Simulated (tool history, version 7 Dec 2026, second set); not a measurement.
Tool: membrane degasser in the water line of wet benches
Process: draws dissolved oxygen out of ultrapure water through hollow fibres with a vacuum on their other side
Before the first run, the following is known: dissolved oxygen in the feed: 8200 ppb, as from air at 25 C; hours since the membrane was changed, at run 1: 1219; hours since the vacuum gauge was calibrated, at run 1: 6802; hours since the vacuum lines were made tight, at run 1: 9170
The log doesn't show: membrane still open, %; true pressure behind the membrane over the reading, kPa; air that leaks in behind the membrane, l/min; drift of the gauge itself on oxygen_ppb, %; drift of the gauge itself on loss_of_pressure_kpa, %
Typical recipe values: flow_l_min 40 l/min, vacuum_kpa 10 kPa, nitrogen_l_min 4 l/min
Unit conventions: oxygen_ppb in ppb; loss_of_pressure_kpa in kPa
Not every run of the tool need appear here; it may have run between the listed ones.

| run | hour | flow_l_min | vacuum_kpa | nitrogen_l_min | hours since the membrane was changed | hours since the vacuum gauge was calibrated | hours since the vacuum lines were made tight | oxygen_ppb | loss_of_pressure_kpa |
|---|---|---|---|---|---|---|---|---|---|
| 1 | 0 | 40 | 10 | 4 | 1219 | 6802 | 9170 | 164.5 | 49.04 |
| 2 | 117.6 | 40 | 10 | 7.31 | 1336 | 6919 | 9288 | 95.7 | 48.78 |
| 3 | 205.6 | 40 | 10 | 7.31 | 1424 | 7007 | 9376 | 97 | 48.65 |
| 4 | 296.6 | 40 | 10 | 4 | 1515 | 7098 | 9467 | 167 | 48.52 |
| 5 | 351.8 | 40 | 10 | 4 | 1570 | 7153 | 9522 | 163.6 | 49.12 |
| 6 | 461 | 40 | 10 | 4 | 1680 | 7263 | 9631 | 165.1 | 49.28 |
| 7 | 577.9 | 40 | 10 | 2.11 | 1797 | 7380 | 9748 | 286.8 | 49.11 |
| 8 | 698.8 | 40 | 10 | 2.11 | 1918 | 7500 | 9869 | 287.8 | 49.17 |
|  | 709.8 | vacuum gauge calibrated |
| 9 | 801.6 | 34 | 13.4 | 4 | 2020 | 92 | 9971 | 204.5 | 41.95 |
| 10 | 876.5 | 34 | 13.4 | 4 | 2095 | 167 | 10046 | 207.7 | 41.67 |
| 11 | 981.5 | 34 | 13.4 | 4 | 2200 | 272 | 10151 | 205.4 | 41.91 |
| 12 | 1054.8 | 61 | 14.1 | 4.51 | 2273 | 345 | 10224 | 374.8 | 74.96 |
| 13 | 1147.4 | 36 | 15.8 | 4 | 2366 | 438 | 10317 | 266.2 | 44.43 |
| 14 | 1267.9 | 36 | 15.8 | 4 | 2486 | 558 | 10438 | 265.6 | 44.59 |
| 15 | 1356.2 | 40 | 18.4 | 7.12 | 2574 | 646 | 10526 | 209.4 | 49.11 |

3 ways to go on from here, each from the tool as it stands after run 15. What would each give?
| A | 1421.5 | 39 | 18.4 | 7.12 | 2640 | 712 | 10591 | ? | ? |
| B | 1421.5 | 42 | 13.2 | 2.45 | 2640 | 712 | 10591 | ? | ? |
| C | 1421.5 | 59 | 13.3 | 4 | 2640 | 712 | 10591 | ? | ? |

| run | oxygen_ppb | loss_of_pressure_kpa |
|---|---|---|
| A | 203.4 | 48.16 |
| B | 386.3 | 51.92 |
| C | 372.8 | 72.51 |
Take away the tool's hidden state, keep each run's random variation, and the runs would have read:
| run | oxygen_ppb | loss_of_pressure_kpa |
|---|---|---|
| A | 203.3 | 47.62 |
| B | 386.1 | 51.34 |
| C | 372.7 | 71.69 |

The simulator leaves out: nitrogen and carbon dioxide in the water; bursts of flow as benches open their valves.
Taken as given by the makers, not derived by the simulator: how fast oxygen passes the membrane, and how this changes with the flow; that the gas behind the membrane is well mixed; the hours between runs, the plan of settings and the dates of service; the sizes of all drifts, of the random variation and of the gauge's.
